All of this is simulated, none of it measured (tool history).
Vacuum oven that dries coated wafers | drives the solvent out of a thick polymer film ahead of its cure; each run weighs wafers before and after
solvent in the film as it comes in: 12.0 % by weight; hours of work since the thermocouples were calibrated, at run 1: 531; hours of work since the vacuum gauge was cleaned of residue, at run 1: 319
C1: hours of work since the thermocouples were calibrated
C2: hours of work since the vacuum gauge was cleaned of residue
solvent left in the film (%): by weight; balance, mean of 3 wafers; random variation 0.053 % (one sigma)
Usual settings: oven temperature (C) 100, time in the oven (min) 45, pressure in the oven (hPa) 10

run 1 hour=0 | oven_temperature_(C)=100 time_in_the_oven_(min)=45 pressure_in_the_oven_(hPa)=10 | C1=531 C2=319 | solvent_left_in_the_film_(%)=1.93
run 2 hour=33 | oven_temperature_(C)=100 time_in_the_oven_(min)=45 pressure_in_the_oven_(hPa)=38.9 | C1=552 C2=340 | solvent_left_in_the_film_(%)=6.04
run 3 hour=62.8 | oven_temperature_(C)=100 time_in_the_oven_(min)=45 pressure_in_the_oven_(hPa)=14.4 | C1=570 C2=358 | solvent_left_in_the_film_(%)=2.52
run 4 hour=83.9 | oven_temperature_(C)=100 time_in_the_oven_(min)=45 pressure_in_the_oven_(hPa)=10 | C1=583 C2=372 | solvent_left_in_the_film_(%)=1.91
run 5 hour=123.1 | oven_temperature_(C)=100 time_in_the_oven_(min)=45 pressure_in_the_oven_(hPa)=10 | C1=608 C2=396 | solvent_left_in_the_film_(%)=1.95
run 6 hour=162.9 | oven_temperature_(C)=100 time_in_the_oven_(min)=45 pressure_in_the_oven_(hPa)=10 | C1=632 C2=421 | solvent_left_in_the_film_(%)=1.95
run 7 hour=210.6 | oven_temperature_(C)=100 time_in_the_oven_(min)=45 pressure_in_the_oven_(hPa)=10 | C1=662 C2=450 | solvent_left_in_the_film_(%)=1.92
run 8 hour=241.2 | oven_temperature_(C)=100 time_in_the_oven_(min)=45 pressure_in_the_oven_(hPa)=10 | C1=681 C2=469 | solvent_left_in_the_film_(%)=1.97
run 9 hour=290 | oven_temperature_(C)=100 time_in_the_oven_(min)=45 pressure_in_the_oven_(hPa)=10 | C1=712 C2=500 | solvent_left_in_the_film_(%)=2.04
run 10 hour=329.4 | oven_temperature_(C)=100 time_in_the_oven_(min)=45 pressure_in_the_oven_(hPa)=10 | C1=736 C2=524 | solvent_left_in_the_film_(%)=2.06
run 11 hour=349.9 | oven_temperature_(C)=102 time_in_the_oven_(min)=45 pressure_in_the_oven_(hPa)=10 | C1=749 C2=537 | solvent_left_in_the_film_(%)=1.79
run 12 hour=390.7 | oven_temperature_(C)=90 time_in_the_oven_(min)=45 pressure_in_the_oven_(hPa)=12.4 | C1=774 C2=563 | solvent_left_in_the_film_(%)=3.96
run 13 hour=427.8 | oven_temperature_(C)=111 time_in_the_oven_(min)=45 pressure_in_the_oven_(hPa)=10.7 | C1=797 C2=586 | solvent_left_in_the_film_(%)=1.27
run 14 hour=466.1 | oven_temperature_(C)=111 time_in_the_oven_(min)=45 pressure_in_the_oven_(hPa)=10.7 | C1=821 C2=609 | solvent_left_in_the_film_(%)=1.31
run 15 hour=498.4 | oven_temperature_(C)=111 time_in_the_oven_(min)=45 pressure_in_the_oven_(hPa)=10.7 | C1=841 C2=630 | solvent_left_in_the_film_(%)=1.27
run 16 hour=529.2 | oven_temperature_(C)=111 time_in_the_oven_(min)=45 pressure_in_the_oven_(hPa)=29.1 | C1=860 C2=649 | solvent_left_in_the_film_(%)=3.24
run 17 hour=559.5 | oven_temperature_(C)=96 time_in_the_oven_(min)=27 pressure_in_the_oven_(hPa)=25.8 | C1=879 C2=668 | solvent_left_in_the_film_(%)=5.92
run 18 hour=589.7 | oven_temperature_(C)=94 time_in_the_oven_(min)=27 pressure_in_the_oven_(hPa)=25.8 | C1=898 C2=686 | solvent_left_in_the_film_(%)=6.59
-- hour=618 oven's thermocouples calibrated
run 19 hour=623.1 | oven_temperature_(C)=94 time_in_the_oven_(min)=27 pressure_in_the_oven_(hPa)=10.7 | C1=3 C2=706 | solvent_left_in_the_film_(%)=3.67
run 20 hour=665.1 | oven_temperature_(C)=94 time_in_the_oven_(min)=27 pressure_in_the_oven_(hPa)=10.7 | C1=29 C2=732 | solvent_left_in_the_film_(%)=3.74
run 21 hour=714.5 | oven_temperature_(C)=94 time_in_the_oven_(min)=27 pressure_in_the_oven_(hPa)=20 | C1=60 C2=763 | solvent_left_in_the_film_(%)=5.04

How the hidden state differs across the entries between the runs, from the last listed run before each to the first after it:
Between runs 18 and 19: oven's thermocouples calibrated (hour 618)
  true wafer temperature over the reading, C: -1.89 -> 0.31; true pressure over the reading, kPa: 0.109 -> 0.112
  measured less the result without the state, solvent left in the film (%): +0.61 -> +0.11
